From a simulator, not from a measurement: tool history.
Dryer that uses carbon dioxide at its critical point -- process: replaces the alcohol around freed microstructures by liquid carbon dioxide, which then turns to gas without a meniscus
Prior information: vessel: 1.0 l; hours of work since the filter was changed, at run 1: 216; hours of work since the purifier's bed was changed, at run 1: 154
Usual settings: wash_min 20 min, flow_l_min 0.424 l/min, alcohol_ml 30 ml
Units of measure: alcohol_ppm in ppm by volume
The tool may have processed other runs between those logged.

| run | hour | wash_min | flow_l_min | alcohol_ml | hours of work since the filter was changed | hours of work since the purifier's bed was changed | alcohol_ppm |
|---|---|---|---|---|---|---|---|
| 1 | 0 | 20 | 0.424 | 30 | 216 | 154 | 88 |
| 2 | 12.5 | 20 | 0.424 | 30 | 221 | 159 | 87 |
| 3 | 22.6 | 20 | 0.424 | 30 | 225 | 163 | 97 |
| 4 | 35.3 | 20 | 0.424 | 30 | 230 | 168 | 98 |
| 5 | 46.5 | 16 | 0.424 | 30 | 235 | 172 | 180 |
| 6 | 54.6 | 16 | 0.424 | 30 | 238 | 176 | 177 |
| 7 | 66.7 | 16 | 0.424 | 30 | 243 | 181 | 183 |
| 8 | 75 | 20 | 0.424 | 70 | 246 | 184 | 128 |
| 9 | 82.8 | 20 | 0.424 | 70 | 249 | 187 | 143 |
| 10 | 98 | 20 | 0.424 | 48 | 255 | 193 | 122 |
| 11 | 110.8 | 20 | 0.424 | 48 | 260 | 198 | 125 |
| 12 | 126.5 | 20 | 0.263 | 30 | 267 | 205 | 555 |
| 13 | 142 | 20 | 0.263 | 30 | 273 | 211 | 561 |
| 14 | 154.1 | 20 | 0.424 | 30 | 278 | 216 | 119 |
| 15 | 169.7 | 20 | 0.424 | 30 | 284 | 222 | 105 |
| 16 | 184.8 | 20 | 0.424 | 30 | 290 | 228 | 109 |
| 17 | 200 | 20 | 0.424 | 36 | 296 | 234 | 126 |
| 18 | 211.9 | 20 | 0.424 | 30 | 301 | 239 | 127 |
| 19 | 226.6 | 20 | 0.424 | 30 | 307 | 245 | 124 |
| 20 | 237.4 | 20 | 0.424 | 30 | 311 | 249 | 122 |
| 21 | 246.1 | 20 | 0.424 | 30 | 315 | 253 | 133 |
| 22 | 257.6 | 20 | 0.424 | 30 | 320 | 257 | 129 |
| 23 | 272.5 | 20 | 0.424 | 30 | 326 | 264 | 128 |
| 24 | 283 | 19 | 0.442 | 30 | 330 | 268 | 141 |
| 25 | 296.8 | 15 | 0.424 | 80 | 335 | 273 | 600 |
| 26 | 310.2 | 15 | 0.424 | 80 | 341 | 279 | 598 |
| 27 | 321 | 21 | 0.501 | 36 | 345 | 283 | 106 |
| 28 | 330.6 | 21 | 0.501 | 36 | 349 | 287 | 114 |
| 29 | 344.9 | 21 | 0.501 | 36 | 355 | 293 | 114 |
| 30 | 357.4 | 14 | 0.541 | 56 | 360 | 298 | 241 |
|  | 368.1 | inlet filter changed |
| 31 | 371.9 | 14 | 0.541 | 56 | 2 | 303 | 170 |
| 32 | 378.4 | 16 | 0.316 | 45 | 4 | 306 | 631 |
| 33 | 389.4 | 15 | 0.316 | 83 | 9 | 310 | 1430 |
| 34 | 399.6 | 18 | 0.424 | 24 | 13 | 314 | 147 |
| 35 | 413.7 | 16 | 0.599 | 30 | 18 | 320 | 118 |
| 36 | 420.8 | 16 | 0.599 | 30 | 21 | 323 | 125 |
| 37 | 436.5 | 13 | 0.424 | 37 | 28 | 329 | 403 |
| 38 | 448.5 | 13 | 0.397 | 29 | 32 | 334 | 443 |
| 39 | 464.5 | 27 | 0.464 | 77 | 39 | 340 | 127 |
| 40 | 477.3 | 20 | 0.257 | 66 | 44 | 346 | 974 |
| 41 | 488.1 | 13 | 0.32 | 21 | 48 | 350 | 723 |
| 42 | 503.3 | 13 | 0.32 | 21 | 54 | 356 | 712 |
| 43 | 514.8 | 24 | 0.339 | 28 | 59 | 361 | 162 |
| 44 | 524.3 | 32 | 0.424 | 21 | 63 | 365 | 137 |
| 45 | 533.2 | 32 | 0.331 | 38 | 67 | 368 | 141 |
| 46 | 540.5 | 32 | 0.331 | 38 | 70 | 371 | 142 |

Measured minus without-hidden-state, run by run (identical run-to-run variation in each term; gauge scatter may differ):
Hidden conditions of the tool in this case: flow that reaches the vessel past the clogged filter, %; alcohol in the recycled carbon dioxide, ppm; drift of the gauge itself on alcohol_ppm, %.
| run | alcohol_ppm |
|---|---|
| 1 | +66 |
| 2 | +70 |
| 3 | +71 |
| 4 | +74 |
| 5 | +105 |
| 6 | +105 |
| 7 | +111 |
| 8 | +97 |
| 9 | +100 |
| 10 | +92 |
| 11 | +93 |
| 12 | +236 |
| 13 | +245 |
| 14 | +95 |
| 15 | +94 |
| 16 | +98 |
| 17 | +104 |
| 18 | +105 |
| 19 | +104 |
| 20 | +108 |
| 21 | +111 |
| 22 | +109 |
| 23 | +113 |
| 24 | +114 |
| 25 | +332 |
| 26 | +337 |
| 27 | +106 |
| 28 | +108 |
| 29 | +113 |
| 30 | +178 |
| 31 | +109 |
| 32 | +114 |
| 33 | +139 |
| 34 | +112 |
| 35 | +116 |
| 36 | +117 |
| 37 | +133 |
| 38 | +141 |
| 39 | +122 |
| 40 | +185 |
| 41 | +165 |
| 42 | +169 |
| 43 | +130 |
| 44 | +130 |
| 45 | +131 |
| 46 | +135 |

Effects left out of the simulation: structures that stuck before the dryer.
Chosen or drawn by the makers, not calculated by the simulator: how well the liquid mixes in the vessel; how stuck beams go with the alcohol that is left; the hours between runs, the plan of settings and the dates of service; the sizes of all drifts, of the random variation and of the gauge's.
